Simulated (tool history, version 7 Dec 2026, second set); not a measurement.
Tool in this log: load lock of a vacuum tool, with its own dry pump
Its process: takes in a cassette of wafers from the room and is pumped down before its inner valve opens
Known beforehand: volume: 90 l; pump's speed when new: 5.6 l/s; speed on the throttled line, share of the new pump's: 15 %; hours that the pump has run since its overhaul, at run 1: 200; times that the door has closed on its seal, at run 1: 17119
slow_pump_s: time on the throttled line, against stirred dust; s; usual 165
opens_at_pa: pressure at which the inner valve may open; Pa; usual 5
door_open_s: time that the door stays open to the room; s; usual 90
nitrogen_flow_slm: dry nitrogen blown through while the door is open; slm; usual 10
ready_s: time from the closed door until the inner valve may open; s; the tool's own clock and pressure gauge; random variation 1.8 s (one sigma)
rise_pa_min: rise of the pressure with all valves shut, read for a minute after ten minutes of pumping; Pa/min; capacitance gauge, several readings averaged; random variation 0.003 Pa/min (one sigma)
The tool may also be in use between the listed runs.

| run | hour | slow_pump_s | opens_at_pa | door_open_s | nitrogen_flow_slm | hours that the pump has run since its overhaul | times that the door has closed on its seal | incoming humidity of the room's air, % | ready_s | rise_pa_min |
|---|---|---|---|---|---|---|---|---|---|---|
| 1 | 0 | 165 | 5 | 90 | 10 | 200 | 17119 | 48.4 | 301.3 | 0.138 |
| 2 | 274.2 | 165 | 5 | 90 | 10 | 474 | 17751 | 45.3 | 300.3 | 0.141 |
| 3 | 572.3 | 165 | 5 | 232 | 10 | 772 | 18438 | 48.6 | 302.4 | 0.186 |
| 4 | 983.1 | 165 | 5 | 232 | 10 | 1183 | 19384 | 42.4 | 304.2 | 0.174 |
| 5 | 1430.6 | 165 | 5 | 232 | 10 | 1631 | 20415 | 47.5 | 303.3 | 0.193 |
| 6 | 1674.8 | 165 | 7 | 90 | 10 | 1875 | 20977 | 47 | 298.1 | 0.161 |
| 7 | 2016.4 | 165 | 5 | 57 | 10 | 2216 | 21764 | 44.3 | 302.4 | 0.155 |
| 8 | 2505.8 | 165 | 5 | 57 | 10 | 2706 | 22892 | 42.5 | 303 | 0.164 |
| 9 | 2918.8 | 165 | 5 | 90 | 21 | 3119 | 23843 | 41.3 | 303.3 | 0.166 |
| 10 | 3241.1 | 165 | 5 | 90 | 21 | 3441 | 24586 | 45.4 | 304.1 | 0.187 |
| 11 | 3464 | 165 | 5 | 90 | 21 | 3664 | 25099 | 44.9 | 308.6 | 0.187 |
| 12 | 3842 | 165 | 6 | 90 | 10 | 4042 | 25970 | 42.6 | 305.4 | 0.199 |
| 13 | 4234.6 | 165 | 9 | 90 | 10 | 4435 | 26875 | 44.2 | 294.9 | 0.212 |
| 14 | 4505.7 | 165 | 5 | 90 | 10 | 4706 | 27499 | 40.1 | 309.9 | 0.21 |
| 15 | 4732.3 | 165 | 5 | 90 | 10 | 4932 | 28021 | 47.3 | 306.3 | 0.229 |
| 16 | 5180.1 | 165 | 5 | 90 | 38 | 5380 | 29053 | 46.9 | 310.6 | 0.213 |
| 17 | 5483.9 | 165 | 7 | 90 | 38 | 5684 | 29753 | 44.5 | 303 | 0.218 |
| 18 | 5957 | 165 | 7 | 90 | 38 | 6157 | 30843 | 42.6 | 302.3 | 0.225 |
| 19 | 6472.1 | 165 | 7 | 90 | 38 | 6672 | 32029 | 43.7 | 305 | 0.247 |
| 20 | 6830 | 165 | 7 | 81 | 4 | 7030 | 32854 | 42.7 | 304.5 | 0.274 |
| 21 | 7312.7 | 165 | 7 | 81 | 4 | 7513 | 33966 | 46.1 | 306.5 | 0.289 |
| 22 | 7615.5 | 165 | 7 | 81 | 4 | 7815 | 34664 | 45.8 | 306.2 | 0.297 |
| 23 | 8056.2 | 165 | 7 | 81 | 4 | 8256 | 35679 | 43.9 | 308.2 | 0.305 |
| 24 | 8533.5 | 165 | 5 | 63 | 10 | 8733 | 36778 | 47.4 | 312.1 | 0.302 |
| 25 | 9024.1 | 307 | 5 | 158 | 10 | 9224 | 37909 | 45.5 | 437.2 | 0.357 |
| 26 | 9496.1 | 307 | 5 | 158 | 10 | 9696 | 38996 | 41.3 | 433.2 | 0.365 |
| 27 | 9844.2 | 165 | 6 | 101 | 10 | 10044 | 39798 | 47 | 310.1 | 0.354 |
| 28 | 10183.1 | 165 | 4 | 101 | 10 | 10383 | 40579 | 47.4 | 324.4 | 0.363 |
| 29 | 10417.8 | 169 | 5 | 90 | 11 | 10618 | 41119 | 42.3 | 324.1 | 0.36 |
| 30 | 10841 | 129 | 7 | 166 | 8 | 11041 | 42094 | 43.3 | 278.2 | 0.395 |
| 31 | 11226.3 | 129 | 7 | 166 | 8 | 11426 | 42982 | 43.9 | 282.1 | 0.424 |
| 32 | 11544.9 | 129 | 7 | 166 | 8 | 11745 | 43716 | 46.1 | 281.5 | 0.441 |
| 33 | 11843.1 | 165 | 5 | 131 | 10 | 12043 | 44403 | 45.6 | 319.2 | 0.42 |
| 34 | 12316.3 | 165 | 9 | 31 | 12 | 12516 | 45493 | 42.9 | 309.3 | 0.397 |
| 35 | 12553.5 | 188 | 5 | 151 | 30 | 12753 | 46040 | 46.2 | 340.6 | 0.431 |
| 36 | 12891.1 | 165 | 5 | 90 | 9 | 13091 | 46817 | 43.5 | 319.6 | 0.445 |
| 37 | 13384.8 | 165 | 5 | 83 | 35 | 13585 | 47955 | 46.5 | 324.1 | 0.44 |

Branching from run 37: 4 alternative next runs. What would each branch give?
| A | 13802.5 | 197 | 5 | 90 | 6 | 14002 | 48917 | 47.8 | ? | ? |
| B | 13802.5 | 328 | 5 | 90 | 10 | 14002 | 48917 | 43.9 | ? | ? |
| C | 13802.5 | 165 | 5 | 88 | 16 | 14002 | 48917 | 46.8 | ? | ? |
| D | 13802.5 | 165 | 5 | 112 | 35 | 14002 | 48917 | 41.9 | ? | ? |

| run | ready_s | rise_pa_min |
|---|---|---|
| A | 349.2 | 0.478 |
| B | 461 | 0.483 |
| C | 319.3 | 0.465 |
| D | 321.9 | 0.465 |
What these runs would have given with no unlogged condition in the tool:
| run | ready_s | rise_pa_min |
|---|---|---|
| A | 327.5 | 0.049 |
| B | 442.2 | 0.043 |
| C | 297 | 0.041 |
| D | 299.4 | 0.032 |
